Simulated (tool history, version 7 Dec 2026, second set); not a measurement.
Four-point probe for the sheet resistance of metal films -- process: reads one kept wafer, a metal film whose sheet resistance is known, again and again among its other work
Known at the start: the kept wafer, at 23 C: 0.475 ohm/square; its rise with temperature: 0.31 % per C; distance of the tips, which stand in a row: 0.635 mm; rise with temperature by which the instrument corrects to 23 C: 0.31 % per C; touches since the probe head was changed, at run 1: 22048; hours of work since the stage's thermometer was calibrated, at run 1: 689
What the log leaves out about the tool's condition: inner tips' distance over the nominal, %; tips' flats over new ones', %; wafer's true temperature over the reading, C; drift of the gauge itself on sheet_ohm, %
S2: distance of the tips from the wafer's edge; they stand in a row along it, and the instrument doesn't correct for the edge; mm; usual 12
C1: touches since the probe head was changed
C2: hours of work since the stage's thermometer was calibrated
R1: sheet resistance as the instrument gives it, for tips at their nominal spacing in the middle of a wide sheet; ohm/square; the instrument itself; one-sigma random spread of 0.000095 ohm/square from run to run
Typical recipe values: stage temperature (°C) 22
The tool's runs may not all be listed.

Run 1, day 0.000: usual settings; C1 22048; C2 689. Result: R1 0.474309 ohm/square.
Run 2, day 5.071: usual settings; C1 28936; C2 777. Result: R1 0.474058 ohm/square.
Run 3, day 7.546: usual settings; C1 32294; C2 820. Result: R1 0.473944 ohm/square.
Run 4, day 12.900: usual settings; C1 39569; C2 913. Result: R1 0.473874 ohm/square.
Run 5, day 16.400: usual settings; C1 44321; C2 973. Result: R1 0.473694 ohm/square.
Run 6, day 19.175: usual settings but S2 5 mm; C1 48090; C2 1022. Result: R1 0.477016 ohm/square.
Run 7, day 21.533: usual settings; C1 51295; C2 1063. Result: R1 0.473544 ohm/square.
Run 8, day 24.800: usual settings; C1 55734; C2 1119. Result: R1 0.473546 ohm/square.
Run 9, day 28.650: usual settings; C1 60958; C2 1186. Result: R1 0.473084 ohm/square.
Run 10, day 30.946: usual settings; C1 64078; C2 1226. Result: R1 0.473331 ohm/square.
Run 11, day 35.062: usual settings but stage temperature (°C) 26; C1 69670; C2 1297. Result: R1 0.472897 ohm/square.
Run 12, day 39.825: usual settings but stage temperature (°C) 19; C1 76135; C2 1380. Result: R1 0.473002 ohm/square.
At day 40.179: stage's thermometer calibrated.
Run 13, day 42.250: usual settings but stage temperature (°C) 19; C1 79405; C2 36. Result: R1 0.473349 ohm/square.
Run 14, day 46.942: usual settings but S2 10 mm; C1 85775; C2 117. Result: R1 0.473287 ohm/square.
Run 15, day 51.658: usual settings but S2 10 mm; C1 92180; C2 199. Result: R1 0.473079 ohm/square.
Run 16, day 54.383: usual settings but stage temperature (°C) 20, S2 7 mm; C1 95884; C2 246. Result: R1 0.474170 ohm/square.
Run 17, day 57.112: usual settings but stage temperature (°C) 20, S2 7 mm; C1 99589; C2 294. Result: R1 0.474058 ohm/square.
Run 18, day 59.462: usual settings but stage temperature (°C) 20, S2 7 mm; C1 102780; C2 334. Result: R1 0.473981 ohm/square.
Run 19, day 62.888: usual settings but stage temperature (°C) 23, S2 15 mm; C1 107432; C2 394. Result: R1 0.472115 ohm/square.
Run 20, day 65.796: usual settings but stage temperature (°C) 23, S2 15 mm; C1 111381; C2 444. Result: R1 0.471942 ohm/square.
Run 21, day 70.771: usual settings but stage temperature (°C) 23, S2 15 mm; C1 118140; C2 531. Result: R1 0.471873 ohm/square.
At day 71.896: stage's thermometer calibrated, once more.
Run 22, day 74.154: usual settings but stage temperature (°C) 23, S2 15 mm; C1 122705; C2 39. Result: R1 0.470693 ohm/square.
Run 23, day 78.229: usual settings but stage temperature (°C) 23, S2 15 mm; C1 128239; C2 110. Result: R1 0.470449 ohm/square.
At day 80.625: new probe head fitted.
Run 24, day 82.558: usual settings but stage temperature (°C) 30, S2 24 mm; C1 2625; C2 184. Result: R1 0.475409 ohm/square.
Run 25, day 84.992: usual settings but stage temperature (°C) 23, S2 13 mm; C1 5931; C2 226. Result: R1 0.475954 ohm/square.

What if the next run were any one of these 5? Each begins from the tool's condition after run 25:
Run A, day 89.988: usual settings but stage temperature (°C) 23, S2 33 mm; C1 12716; C2 313. Result: R1 ?.
Run B, day 89.988: usual settings but stage temperature (°C) 21, S2 40 mm; C1 12716; C2 313. Result: R1 ?.
Run C, day 89.988: usual settings but S2 15 mm; C1 12716; C2 313. Result: R1 ?.
Run D, day 89.988: usual settings but stage temperature (°C) 24, S2 11 mm; C1 12716; C2 313. Result: R1 ?.
Run E, day 89.988: usual settings but stage temperature (°C) 19, S2 57 mm; C1 12716; C2 313. Result: R1 ?.

run        R1
  A  0.475258
  B  0.475314
  C  0.475717
  D  0.476123
  E  0.475439
Had the tool no hidden state, the same runs would have come out as:
run        R1
  A  0.474998
  B  0.475054
  C  0.475457
  D  0.475863
  E  0.475179

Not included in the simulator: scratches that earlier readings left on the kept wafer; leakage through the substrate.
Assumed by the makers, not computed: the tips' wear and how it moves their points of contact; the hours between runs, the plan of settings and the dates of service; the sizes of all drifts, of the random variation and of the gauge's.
